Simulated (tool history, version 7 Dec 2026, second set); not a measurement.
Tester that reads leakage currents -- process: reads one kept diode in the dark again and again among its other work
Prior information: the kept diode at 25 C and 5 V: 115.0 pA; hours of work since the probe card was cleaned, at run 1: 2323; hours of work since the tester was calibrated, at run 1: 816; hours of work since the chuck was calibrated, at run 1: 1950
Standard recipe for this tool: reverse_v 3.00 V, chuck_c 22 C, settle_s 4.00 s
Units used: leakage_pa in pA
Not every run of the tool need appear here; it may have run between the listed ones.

run    hour  reverse_v  chuck_c  settle_s  hours of work since the probe card was cleaned  hours of work since the tester was calibrated  hours of work since the chuck was calibrated  leakage_pa
  1     0.0       3.00       22      4.00                                            2323                                            816                                          1950       78.35
  2    34.6       3.00       22      0.66                                            2342                                            834                                          1968       79.39
  3    62.0       3.00       22      0.66                                            2357                                            849                                          1983       79.60
  4   123.9       3.00       22      0.96                                            2391                                            883                                          2017       79.34
  5   164.6      16.46       22      4.00                                            2413                                            905                                          2039      209.52
      212.1  -- chuck's temperature calibrated
  6   219.8      16.46       22      4.00                                            2442                                            934                                             4      185.20
  7   267.4       3.00       22      4.00                                            2468                                            960                                            30       69.54
  8   312.1       3.00       22      4.00                                            2492                                            984                                            54       69.70
  9   350.8       3.00       22      4.00                                            2513                                           1005                                            75       69.54
 10   412.9       3.00       22      4.00                                            2547                                           1039                                           109       69.88
 11   456.5       3.00       22      4.00                                            2571                                           1063                                           133       69.74
 12   500.3       1.69       22      4.00                                            2595                                           1087                                           157       50.17
 13   538.3       1.69       22      4.00                                            2615                                           1107                                           177       50.50
 14   574.0       1.69       22      4.00                                            2635                                           1127                                           197       50.76
 15   624.2       1.69       22      4.00                                            2662                                           1154                                           224       50.55
 16   651.7       3.00       24      4.00                                            2677                                           1169                                           239       82.25
 17   693.2       3.00       24      4.00                                            2699                                           1192                                           262       82.43
 18   741.2       3.00       24      4.00                                            2726                                           1218                                           288       82.63
 19   787.7       3.00       22      1.22                                            2751                                           1243                                           313       71.20
 20   823.2       3.00       22      1.22                                            2770                                           1262                                           332       71.59
 21   872.1       2.91       43      3.03                                            2797                                           1289                                           359      325.16
 22   932.4       3.00       33      4.00                                            2830                                           1322                                           392      163.19
 23   968.9       5.43       32      0.38                                            2849                                           1342                                           412      215.61
 24  1019.7       5.43       32      0.38                                            2877                                           1369                                           439      215.85
 25  1077.2       5.43       32      0.38                                            2908                                           1400                                           471      215.02
 26  1137.6       5.43       32      0.38                                            2941                                           1433                                           503      216.14
 27  1179.5       5.43       32      3.73                                            2964                                           1456                                           526      213.76
 28  1234.4       5.43       32      3.73                                            2994                                           1486                                           556      215.29
 29  1268.9       1.14       44      3.73                                            3013                                           1505                                           575      208.70
 30  1306.8       2.14       25      3.39                                            3033                                           1525                                           596       74.75
 31  1365.8       2.14       25      3.39                                            3065                                           1557                                           628       75.17
 32  1399.9       9.06       41      4.30                                            3084                                           1576                                           646      547.92
 33  1447.4       2.80       41      4.30                                            3110                                           1602                                           672      282.32
 34  1487.7       2.80       41      4.30                                            3132                                           1624                                           694      282.74
 35  1531.0       2.80       41      4.30                                            3155                                           1647                                           717      281.14
 36  1567.3       2.80       25      4.30                                            3175                                           1667                                           737       88.04
 37  1599.9       1.08       31      1.86                                            3193                                           1685                                           755       80.88
 38  1633.7       2.03       39      0.85                                            3211                                           1703                                           773      205.41
 39  1689.1       2.32       21      0.83                                            3241                                           1733                                           803       58.73
 40  1730.9      16.38       52      0.40                                            3264                                           1756                                           826     1627.24

Across each entry between runs, compare the hidden state at the last listed run before it with the hidden state at the first listed run after it:
Run 5 -> run 6: chuck's temperature calibrated (hour 212.1)
  stray current of the dirty probe card, pA a volt: 0.435 -> 0.44; current scale over the true one, %: 0.48 -> 0.49; true chuck temperature over the reading, C: 1.57 -> -0.12
  difference, measured minus the result without the unlogged condition, leakage_pa: +31.16 -> +6.10 pA

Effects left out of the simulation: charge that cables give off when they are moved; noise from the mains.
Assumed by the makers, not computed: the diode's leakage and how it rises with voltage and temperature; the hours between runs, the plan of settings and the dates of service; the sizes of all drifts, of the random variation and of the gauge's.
